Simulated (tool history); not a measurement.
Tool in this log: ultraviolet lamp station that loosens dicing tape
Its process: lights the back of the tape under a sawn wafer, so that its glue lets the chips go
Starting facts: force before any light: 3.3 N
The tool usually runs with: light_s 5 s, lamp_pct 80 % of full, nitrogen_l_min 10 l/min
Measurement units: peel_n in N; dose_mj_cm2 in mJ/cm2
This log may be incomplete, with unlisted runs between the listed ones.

{"run": 1, "hour": 0.0, "light_s": 5, "lamp_pct": 80, "nitrogen_l_min": 10, "peel_n": 0.45, "dose_mj_cm2": 157}
{"run": 2, "hour": 39.3, "light_s": 5, "lamp_pct": 80, "nitrogen_l_min": 9, "peel_n": 0.469, "dose_mj_cm2": 155}
{"run": 3, "hour": 107.4, "light_s": 5, "lamp_pct": 80, "nitrogen_l_min": 9, "peel_n": 0.497, "dose_mj_cm2": 148}
{"run": 4, "hour": 173.4, "light_s": 5, "lamp_pct": 80, "nitrogen_l_min": 9, "peel_n": 0.512, "dose_mj_cm2": 148}
{"hour": 179.4, "done": "window cleaned of glue's vapour"}
{"run": 5, "hour": 212.1, "light_s": 5, "lamp_pct": 80, "nitrogen_l_min": 11, "peel_n": 0.438, "dose_mj_cm2": 156}
{"run": 6, "hour": 297.4, "light_s": 5, "lamp_pct": 80, "nitrogen_l_min": 5, "peel_n": 0.61, "dose_mj_cm2": 150}
{"run": 7, "hour": 370.2, "light_s": 5, "lamp_pct": 80, "nitrogen_l_min": 20, "peel_n": 0.391, "dose_mj_cm2": 142}
{"run": 8, "hour": 415.5, "light_s": 5, "lamp_pct": 68, "nitrogen_l_min": 10, "peel_n": 0.61, "dose_mj_cm2": 124}
{"run": 9, "hour": 462.6, "light_s": 5, "lamp_pct": 68, "nitrogen_l_min": 10, "peel_n": 0.665, "dose_mj_cm2": 122}
{"run": 10, "hour": 519.8, "light_s": 5, "lamp_pct": 68, "nitrogen_l_min": 10, "peel_n": 0.659, "dose_mj_cm2": 117}
{"run": 11, "hour": 579.6, "light_s": 5, "lamp_pct": 68, "nitrogen_l_min": 10, "peel_n": 0.697, "dose_mj_cm2": 119}
{"run": 12, "hour": 663.7, "light_s": 5, "lamp_pct": 80, "nitrogen_l_min": 10, "peel_n": 0.578, "dose_mj_cm2": 132}
{"hour": 688.8, "done": "window cleaned of glue's vapour"}
{"hour": 702.0, "done": "lamp changed"}
{"run": 13, "hour": 711.4, "light_s": 5, "lamp_pct": 80, "nitrogen_l_min": 10, "peel_n": 0.232, "dose_mj_cm2": 249}
{"run": 14, "hour": 755.2, "light_s": 5, "lamp_pct": 80, "nitrogen_l_min": 10, "peel_n": 0.245, "dose_mj_cm2": 248}
{"run": 15, "hour": 797.9, "light_s": 5, "lamp_pct": 80, "nitrogen_l_min": 10, "peel_n": 0.248, "dose_mj_cm2": 245}
{"run": 16, "hour": 887.0, "light_s": 5, "lamp_pct": 80, "nitrogen_l_min": 10, "peel_n": 0.252, "dose_mj_cm2": 240}
{"run": 17, "hour": 950.9, "light_s": 5, "lamp_pct": 80, "nitrogen_l_min": 10, "peel_n": 0.253, "dose_mj_cm2": 231}
{"run": 18, "hour": 1020.8, "light_s": 5, "lamp_pct": 80, "nitrogen_l_min": 10, "peel_n": 0.265, "dose_mj_cm2": 231}
{"run": 19, "hour": 1096.8, "light_s": 5, "lamp_pct": 80, "nitrogen_l_min": 10, "peel_n": 0.278, "dose_mj_cm2": 222}
{"run": 20, "hour": 1182.7, "light_s": 8, "lamp_pct": 80, "nitrogen_l_min": 10, "peel_n": 0.18, "dose_mj_cm2": 352}
{"hour": 1197.5, "done": "window cleaned of glue's vapour"}
{"run": 21, "hour": 1249.5, "light_s": 10, "lamp_pct": 80, "nitrogen_l_min": 10, "peel_n": 0.176, "dose_mj_cm2": 461}
{"run": 22, "hour": 1320.1, "light_s": 5, "lamp_pct": 80, "nitrogen_l_min": 10, "peel_n": 0.259, "dose_mj_cm2": 228}
{"run": 23, "hour": 1396.4, "light_s": 5, "lamp_pct": 80, "nitrogen_l_min": 10, "peel_n": 0.287, "dose_mj_cm2": 217}
{"run": 24, "hour": 1472.6, "light_s": 5, "lamp_pct": 63, "nitrogen_l_min": 4, "peel_n": 0.557, "dose_mj_cm2": 175}
{"run": 25, "hour": 1523.0, "light_s": 5, "lamp_pct": 63, "nitrogen_l_min": 4, "peel_n": 0.564, "dose_mj_cm2": 168}
{"run": 26, "hour": 1576.5, "light_s": 5, "lamp_pct": 64, "nitrogen_l_min": 11, "peel_n": 0.382, "dose_mj_cm2": 166}
{"run": 27, "hour": 1667.6, "light_s": 5, "lamp_pct": 64, "nitrogen_l_min": 11, "peel_n": 0.415, "dose_mj_cm2": 161}
{"hour": 1701.4, "done": "window cleaned of glue's vapour"}
{"run": 28, "hour": 1731.6, "light_s": 5, "lamp_pct": 64, "nitrogen_l_min": 11, "peel_n": 0.397, "dose_mj_cm2": 167}
{"run": 29, "hour": 1789.2, "light_s": 5, "lamp_pct": 80, "nitrogen_l_min": 9, "peel_n": 0.293, "dose_mj_cm2": 208}
{"run": 30, "hour": 1864.5, "light_s": 5, "lamp_pct": 60, "nitrogen_l_min": 9, "peel_n": 0.478, "dose_mj_cm2": 157}
{"run": 31, "hour": 1914.0, "light_s": 5, "lamp_pct": 60, "nitrogen_l_min": 9, "peel_n": 0.46, "dose_mj_cm2": 153}
{"run": 32, "hour": 1993.4, "light_s": 5, "lamp_pct": 60, "nitrogen_l_min": 9, "peel_n": 0.49, "dose_mj_cm2": 150}
{"run": 33, "hour": 2062.8, "light_s": 7, "lamp_pct": 72, "nitrogen_l_min": 3, "peel_n": 0.369, "dose_mj_cm2": 243}
{"run": 34, "hour": 2104.4, "light_s": 7, "lamp_pct": 72, "nitrogen_l_min": 3, "peel_n": 0.383, "dose_mj_cm2": 241}
{"run": 35, "hour": 2169.0, "light_s": 7, "lamp_pct": 72, "nitrogen_l_min": 14, "peel_n": 0.23, "dose_mj_cm2": 234}
{"hour": 2207.0, "done": "window cleaned of glue's vapour"}
{"run": 36, "hour": 2215.6, "light_s": 4, "lamp_pct": 80, "nitrogen_l_min": 5, "peel_n": 0.577, "dose_mj_cm2": 156}
{"run": 37, "hour": 2288.8, "light_s": 7, "lamp_pct": 98, "nitrogen_l_min": 6, "peel_n": 0.204, "dose_mj_cm2": 334}
{"run": 38, "hour": 2350.9, "light_s": 6, "lamp_pct": 90, "nitrogen_l_min": 14, "peel_n": 0.211, "dose_mj_cm2": 256}
{"run": 39, "hour": 2419.5, "light_s": 6, "lamp_pct": 90, "nitrogen_l_min": 14, "peel_n": 0.213, "dose_mj_cm2": 251}
{"run": 40, "hour": 2479.0, "light_s": 2, "lamp_pct": 65, "nitrogen_l_min": 5, "peel_n": 1.53, "dose_mj_cm2": 59}
{"run": 41, "hour": 2539.8, "light_s": 4, "lamp_pct": 76, "nitrogen_l_min": 10, "peel_n": 0.548, "dose_mj_cm2": 133}
{"run": 42, "hour": 2606.5, "light_s": 4, "lamp_pct": 76, "nitrogen_l_min": 10, "peel_n": 0.571, "dose_mj_cm2": 133}

Branching from run 42: 4 alternative next runs. What would each branch give?
{"run": "A", "hour": 2692.4, "light_s": 3, "lamp_pct": 76, "nitrogen_l_min": 10, "peel_n": "?", "dose_mj_cm2": "?"}
{"run": "B", "hour": 2692.4, "light_s": 7, "lamp_pct": 82, "nitrogen_l_min": 10, "peel_n": "?", "dose_mj_cm2": "?"}
{"run": "C", "hour": 2692.4, "light_s": 2, "lamp_pct": 76, "nitrogen_l_min": 10, "peel_n": "?", "dose_mj_cm2": "?"}
{"run": "D", "hour": 2692.4, "light_s": 4, "lamp_pct": 70, "nitrogen_l_min": 9, "peel_n": "?", "dose_mj_cm2": "?"}

run=A peel_n=0.869 dose_mj_cm2=92
run=B peel_n=0.241 dose_mj_cm2=248
run=C peel_n=1.289 dose_mj_cm2=65
run=D peel_n=0.678 dose_mj_cm2=116
Take away the tool's hidden state, keep each run's random variation, and the runs would have read:
run=A peel_n=0.501 dose_mj_cm2=140
run=B peel_n=0.181 dose_mj_cm2=369
run=C peel_n=0.848 dose_mj_cm2=97
run=D peel_n=0.373 dose_mj_cm2=175

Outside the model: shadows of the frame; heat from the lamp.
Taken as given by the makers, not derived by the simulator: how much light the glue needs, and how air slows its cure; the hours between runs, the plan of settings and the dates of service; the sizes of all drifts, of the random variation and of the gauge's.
